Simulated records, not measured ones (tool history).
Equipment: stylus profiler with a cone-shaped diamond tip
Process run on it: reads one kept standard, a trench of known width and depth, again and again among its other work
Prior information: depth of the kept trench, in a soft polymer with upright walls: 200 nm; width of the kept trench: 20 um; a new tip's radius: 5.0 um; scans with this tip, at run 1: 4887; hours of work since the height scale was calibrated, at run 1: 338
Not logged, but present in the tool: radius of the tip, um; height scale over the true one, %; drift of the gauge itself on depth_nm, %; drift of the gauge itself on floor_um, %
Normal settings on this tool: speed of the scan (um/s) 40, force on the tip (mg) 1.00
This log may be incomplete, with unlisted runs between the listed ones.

run    hour  speed of the scan (um/s)  force on the tip (mg)  scans with this tip  hours of work since the height scale was calibrated  depth of the trench (Å)  width of the trench's floor (µm)
  1     0.0                        40                   1.00                 4887                                                  338                   2008.8                             16.89
  2    83.7                        40                   1.00                 5433                                                  375                   2008.3                             16.84
  3   181.8                        40                   1.00                 6073                                                  420                   2009.7                             16.88
  4   283.8                        31                   1.00                 6739                                                  466                   2009.0                             16.95
  5   350.8                        74                   1.00                 7176                                                  496                   2008.8                             16.65
  6   413.3                        68                   1.00                 7584                                                  524                   2008.7                             16.70
  7   523.2                        68                   1.00                 8302                                                  574                   2008.3                             16.71
  8   597.6                        68                   1.00                 8787                                                  607                   2008.7                             16.61
  9   724.7                        29                   1.00                 9617                                                  664                   2009.4                             16.96
 10   804.1                        40                   1.00                10135                                                  700                   2008.4                             16.87
 11   945.5                        40                   1.00                11058                                                  764                   2008.6                             16.89
 12  1019.8                       101                   2.29                11543                                                  797                   2015.4                             16.65
 13  1153.8                        89                   2.00                12417                                                  858                   2013.8                             16.72
 14  1257.2                        89                   0.44                13093                                                  905                   2005.9                             16.16
 15  1399.7                        87                   0.44                14022                                                  969                   2005.2                             16.18
 16  1518.1                        87                   0.44                14796                                                 1022                   2004.7                             16.16
     1588.8  -- height scale calibrated on a step standard
 17  1665.6                       148                   0.88                15755                                                   35                   2008.1                             16.00
 18  1794.3                        21                   0.38                16595                                                   93                   2004.9                             16.94
 19  1889.1                        21                   0.38                17214                                                  135                   2004.6                             16.98
 20  2015.5                        11                   1.34                18039                                                  192                   2011.0                             17.06
 21  2139.0                        16                   1.29                18845                                                  248                   2010.6                             17.07

Forecast each of these 3 alternatives for the next run:
  A  2240.3                        21                   1.54                19506                                                  294                        ?                                 ?
  B  2240.3                       120                   0.77                19506                                                  294                        ?                                 ?
  C  2240.3                        14                   1.00                19506                                                  294                        ?                                 ?

run  depth of the trench (Å)  width of the trench's floor (µm)
  A                   2012.1                             17.10
  B                   2007.7                             16.20
  C                   2008.9                             17.06
The same runs, with their run-to-run variation unchanged, on a tool lacking any hidden condition would have given:
run  depth of the trench (Å)  width of the trench's floor (µm)
  A                   2012.1                             17.11
  B                   2007.7                             16.21
  C                   2008.9                             17.07
